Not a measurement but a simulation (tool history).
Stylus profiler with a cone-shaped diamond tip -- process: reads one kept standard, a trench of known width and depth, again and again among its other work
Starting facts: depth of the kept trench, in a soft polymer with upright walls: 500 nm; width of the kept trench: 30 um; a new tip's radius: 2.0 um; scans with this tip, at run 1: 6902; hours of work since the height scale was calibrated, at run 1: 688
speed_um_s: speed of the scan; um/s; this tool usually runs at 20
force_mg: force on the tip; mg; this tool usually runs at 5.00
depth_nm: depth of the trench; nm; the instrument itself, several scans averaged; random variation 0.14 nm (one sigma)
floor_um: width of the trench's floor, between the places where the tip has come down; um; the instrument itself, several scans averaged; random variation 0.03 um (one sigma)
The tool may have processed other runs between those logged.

run     day  speed_um_s  force_mg  scans with this tip  hours of work since the height scale was calibrated  depth_nm  floor_um
  1   0.000          20      5.00                 6902                                                  688    504.84     27.03
  2   1.733          20     13.80                 7147                                                  713    510.75     27.04
  3   2.729          20     13.80                 7289                                                  727    510.88     27.03
  4   3.846          20     13.80                 7447                                                  743    510.81     27.02
  5   5.725          20     13.80                 7714                                                  769    510.79     27.02
  6   7.342          20      3.22                 7943                                                  792    502.89     26.91
  7   8.621          20      5.00                 8124                                                  810    504.54     26.99
  8   9.938          20      5.00                 8311                                                  829    504.33     26.96
  9  11.508          20      5.00                 8534                                                  851    504.51     26.92
 10  12.746          20      5.00                 8709                                                  869    504.46     26.92
 11  14.554          20      5.00                 8966                                                  894    504.17     26.95
 12  16.933          20     10.46                 9303                                                  928    508.15     26.95
 13  18.496          20     10.46                 9525                                                  950    508.15     26.95
 14  19.858          20     12.60                 9717                                                  969    509.51     26.88
 15  21.425          20      5.16                 9940                                                  992    504.20     26.88
 16  22.979          20      5.16                10160                                                 1014    504.09     26.91
 17  24.738          15      8.31                10410                                                 1038    506.52     26.88
 18  27.075           7      1.78                10741                                                 1071    500.59     26.92
 19  28.292          18     10.86                10913                                                 1089    508.04     26.89
 20  29.342          18     10.86                11062                                                 1103    507.95     26.85
 21  30.892          53      4.36                11282                                                 1125    503.25     26.71
 22  31.967          14     14.44                11435                                                 1141    510.16     26.87
 23  33.683          14     14.44                11678                                                 1165    510.02     26.86
 24  35.517          14     14.44                11938                                                 1191    510.15     26.87
 25  36.821          14     14.44                12123                                                 1209    510.17     26.85
 26  38.833           8      2.52                12408                                                 1238    500.95     26.75
 27  39.971           8      2.52                12570                                                 1254    501.16     26.84
 28  41.604           8      2.52                12801                                                 1277    500.92     26.83
 29  43.071          79     10.82                13009                                                 1298    507.43     26.66

Below, some changes in depth_nm between adjacent runs. For each, the amount present without the hidden state too (settings, incoming material, random variation) and the amount remaining for the hidden state with gauge scatter not shared by both compared results:
Hidden state present: radius of the tip, um; height scale over the true one, %; drift of the gauge itself on depth_nm, %; drift of the gauge itself on floor_um, %.
Run 5 -> 6: force_mg 13.80 -> 3.22. depth_nm -7.90 nm: hidden state -0.02, all else -7.88.
Run 11 -> 12: force_mg 5.00 -> 10.46. depth_nm +3.98 nm: hidden state -0.11, all else +4.09.
Run 25 -> 26: speed_um_s 14 -> 8, force_mg 14.44 -> 2.52. depth_nm -9.22 nm: hidden state -0.03, all else -9.19.
Run 28 -> 29: speed_um_s 8 -> 79, force_mg 2.52 -> 10.82. depth_nm +6.51 nm: hidden state -0.10, all else +6.61.
